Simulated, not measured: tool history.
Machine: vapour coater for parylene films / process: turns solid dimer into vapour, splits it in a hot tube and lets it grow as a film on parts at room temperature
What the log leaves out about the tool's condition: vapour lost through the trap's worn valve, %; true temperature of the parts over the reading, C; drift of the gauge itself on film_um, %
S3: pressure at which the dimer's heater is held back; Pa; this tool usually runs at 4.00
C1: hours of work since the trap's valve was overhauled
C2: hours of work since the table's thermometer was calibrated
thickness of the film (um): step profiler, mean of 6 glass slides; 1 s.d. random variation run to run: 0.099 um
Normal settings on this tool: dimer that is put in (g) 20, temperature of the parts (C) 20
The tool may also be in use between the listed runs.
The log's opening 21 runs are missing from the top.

{"run": 22, "hour": 1277.0, "dimer that is put in (g)": 14, "temperature of the parts (C)": 20, "S3": 4.0, "C1": 143, "C2": 410, "thickness of the film (um)": 8.31}
{"run": 23, "hour": 1339.7, "dimer that is put in (g)": 14, "temperature of the parts (C)": 20, "S3": 4.0, "C1": 194, "C2": 460, "thickness of the film (um)": 8.41}
{"hour": 1376.3, "done": "trap's valve overhauled"}
{"run": 24, "hour": 1419.3, "dimer that is put in (g)": 12, "temperature of the parts (C)": 20, "S3": 8.96, "C1": 35, "C2": 521, "thickness of the film (um)": 6.75}
{"run": 25, "hour": 1486.1, "dimer that is put in (g)": 12, "temperature of the parts (C)": 20, "S3": 8.96, "C1": 89, "C2": 575, "thickness of the film (um)": 6.78}
{"run": 26, "hour": 1548.0, "dimer that is put in (g)": 17, "temperature of the parts (C)": 20, "S3": 9.32, "C1": 139, "C2": 625, "thickness of the film (um)": 9.31}
{"run": 27, "hour": 1611.4, "dimer that is put in (g)": 17, "temperature of the parts (C)": 16, "S3": 4.61, "C1": 190, "C2": 676, "thickness of the film (um)": 12.03}
{"hour": 1652.2, "done": "trap's valve overhauled"}
{"run": 28, "hour": 1687.4, "dimer that is put in (g)": 13, "temperature of the parts (C)": 20, "S3": 4.55, "C1": 28, "C2": 734, "thickness of the film (um)": 7.7}
{"run": 29, "hour": 1745.9, "dimer that is put in (g)": 26, "temperature of the parts (C)": 14, "S3": 4.31, "C1": 76, "C2": 781, "thickness of the film (um)": 19.15}
{"run": 30, "hour": 1791.3, "dimer that is put in (g)": 23, "temperature of the parts (C)": 20, "S3": 4.0, "C1": 112, "C2": 818, "thickness of the film (um)": 13.94}
{"run": 31, "hour": 1834.1, "dimer that is put in (g)": 23, "temperature of the parts (C)": 20, "S3": 4.0, "C1": 147, "C2": 853, "thickness of the film (um)": 13.87}
{"run": 32, "hour": 1903.4, "dimer that is put in (g)": 16, "temperature of the parts (C)": 20, "S3": 3.27, "C1": 203, "C2": 908, "thickness of the film (um)": 9.85}
{"hour": 1925.0, "done": "trap's valve overhauled"}
{"run": 33, "hour": 1946.7, "dimer that is put in (g)": 20, "temperature of the parts (C)": 20, "S3": 11.59, "C1": 17, "C2": 940, "thickness of the film (um)": 10.8}
{"run": 34, "hour": 2000.3, "dimer that is put in (g)": 20, "temperature of the parts (C)": 20, "S3": 2.74, "C1": 61, "C2": 983, "thickness of the film (um)": 12.58}
{"run": 35, "hour": 2073.4, "dimer that is put in (g)": 20, "temperature of the parts (C)": 20, "S3": 2.74, "C1": 120, "C2": 1042, "thickness of the film (um)": 12.66}
{"run": 36, "hour": 2158.7, "dimer that is put in (g)": 20, "temperature of the parts (C)": 20, "S3": 2.74, "C1": 188, "C2": 1111, "thickness of the film (um)": 12.48}
{"hour": 2201.9, "done": "trap's valve overhauled"}
{"run": 37, "hour": 2231.4, "dimer that is put in (g)": 20, "temperature of the parts (C)": 20, "S3": 10.88, "C1": 24, "C2": 1167, "thickness of the film (um)": 10.83}
{"run": 38, "hour": 2280.6, "dimer that is put in (g)": 34, "temperature of the parts (C)": 20, "S3": 4.0, "C1": 63, "C2": 1206, "thickness of the film (um)": 20.62}
{"run": 39, "hour": 2355.1, "dimer that is put in (g)": 34, "temperature of the parts (C)": 20, "S3": 4.0, "C1": 124, "C2": 1266, "thickness of the film (um)": 20.29}
{"run": 40, "hour": 2435.9, "dimer that is put in (g)": 34, "temperature of the parts (C)": 20, "S3": 4.0, "C1": 189, "C2": 1331, "thickness of the film (um)": 20.68}
{"hour": 2480.2, "done": "trap's valve overhauled"}
{"run": 41, "hour": 2503.9, "dimer that is put in (g)": 34, "temperature of the parts (C)": 27, "S3": 9.68, "C1": 19, "C2": 1383, "thickness of the film (um)": 13.53}
{"run": 42, "hour": 2580.2, "dimer that is put in (g)": 24, "temperature of the parts (C)": 27, "S3": 9.68, "C1": 81, "C2": 1445, "thickness of the film (um)": 9.78}
{"run": 43, "hour": 2646.4, "dimer that is put in (g)": 34, "temperature of the parts (C)": 20, "S3": 11.73, "C1": 134, "C2": 1498, "thickness of the film (um)": 18.58}
{"run": 44, "hour": 2723.3, "dimer that is put in (g)": 19, "temperature of the parts (C)": 18, "S3": 10.85, "C1": 196, "C2": 1560, "thickness of the film (um)": 11.47}
{"hour": 2760.6, "done": "trap's valve overhauled"}
{"run": 45, "hour": 2788.4, "dimer that is put in (g)": 14, "temperature of the parts (C)": 15, "S3": 2.89, "C1": 22, "C2": 1609, "thickness of the film (um)": 10.43}
{"run": 46, "hour": 2872.6, "dimer that is put in (g)": 14, "temperature of the parts (C)": 15, "S3": 2.89, "C1": 90, "C2": 1677, "thickness of the film (um)": 10.33}

Each row is a separate what-if for the run after 46, all from the same tool condition, not one after another. Results?
{"run": "A", "hour": 2951.4, "dimer that is put in (g)": 10, "temperature of the parts (C)": 15, "S3": 2.89, "C1": 154, "C2": 1741, "thickness of the film (um)": "?"}
{"run": "B", "hour": 2951.4, "dimer that is put in (g)": 20, "temperature of the parts (C)": 31, "S3": 4.0, "C1": 154, "C2": 1741, "thickness of the film (um)": "?"}
{"run": "C", "hour": 2951.4, "dimer that is put in (g)": 17, "temperature of the parts (C)": 29, "S3": 2.83, "C1": 154, "C2": 1741, "thickness of the film (um)": "?"}

run=A thickness_of_the_film_(um)=7.33
run=B thickness_of_the_film_(um)=7.33
run=C thickness_of_the_film_(um)=7.00
The same runs, with their run-to-run variation unchanged, on a tool lacking any hidden condition would have given:
run=A thickness_of_the_film_(um)=7.35
run=B thickness_of_the_film_(um)=7.36
run=C thickness_of_the_film_(um)=7.04
